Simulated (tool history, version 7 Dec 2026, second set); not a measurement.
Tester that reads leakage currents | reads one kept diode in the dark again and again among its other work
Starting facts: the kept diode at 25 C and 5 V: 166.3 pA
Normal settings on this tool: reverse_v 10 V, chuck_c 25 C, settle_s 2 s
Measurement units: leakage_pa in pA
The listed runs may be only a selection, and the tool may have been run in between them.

run    hour  reverse_v  chuck_c  settle_s  leakage_pa
  1       0         10       25         2      247.68
  2    42.3         10       25         2      249.27
  3    82.8         10       25         2      247.26
  4     142         10       25      2.25      249.48
  5   203.4         10       25      2.25      250.23
  6   241.8         10       25      2.25      250.72
  7   269.2         10       25      2.25      249.57
  8   311.4         10       25      2.25       251.1
  9   341.9         10       25      2.25      251.77
 10   401.8         10       25      2.25      251.96
 11   442.4         10       25      2.25      251.11
 12   468.9         10       25      3.31      253.59
 13   504.9         10       25         2       251.9
 14   551.6         10       27         2      293.87
 15     615         10       24         2       236.6
 16   641.9         10       24         2      236.25
      651.8  -- probe card cleaned and baked
 17   709.1         10       53         2     1723.37
 18   760.8         10       53         2     1734.17
 19   792.8         10       53         2     1732.02
 20     852         10       53         2     1728.75
 21     884        1.6       33      5.99      166.46
 22   915.9        1.6       33      5.99      166.94
 23   968.8       15.2       21         2         232
 24   998.4         10       25      4.09       250.7
 25  1028.5         10       25      4.09      251.34
 26  1080.4       15.7       41      0.31     1019.14
 27  1113.1       17.1       41      0.45     1063.16
 28  1158.9       17.1       41      0.45     1056.09
 29  1203.3         10       56         2     2105.49
 30  1257.3         10       56         2     2115.91
 31  1291.7         10       56         2     2119.67
 32  1332.1         10       56         2     2123.71
 33  1379.2         10       56         2     2122.79
 34  1427.4        3.1       43      6.84      485.54
 35  1473.9         10       38      0.34      652.77
 36  1513.3        6.5       20      0.34      138.56
 37  1558.3        6.2       44      4.47      761.33
 38  1602.2        4.2       37      4.47      380.52
 39  1632.6       17.9       36      3.18      780.92

Below are 3 alternative next runs, each starting from the tool's condition after run 39. Predict each:
  A  1671.7       17.9       36      0.83           ?
  B  1671.7         10       25      2.62           ?
  C  1671.7        5.9       36      3.18           ?

run  leakage_pa
  A      781.83
  B      257.06
  C      427.77
Take away the tool's hidden state, keep each run's random variation, and the runs would have read:
run  leakage_pa
  A      743.89
  B      242.72
  C      407.91
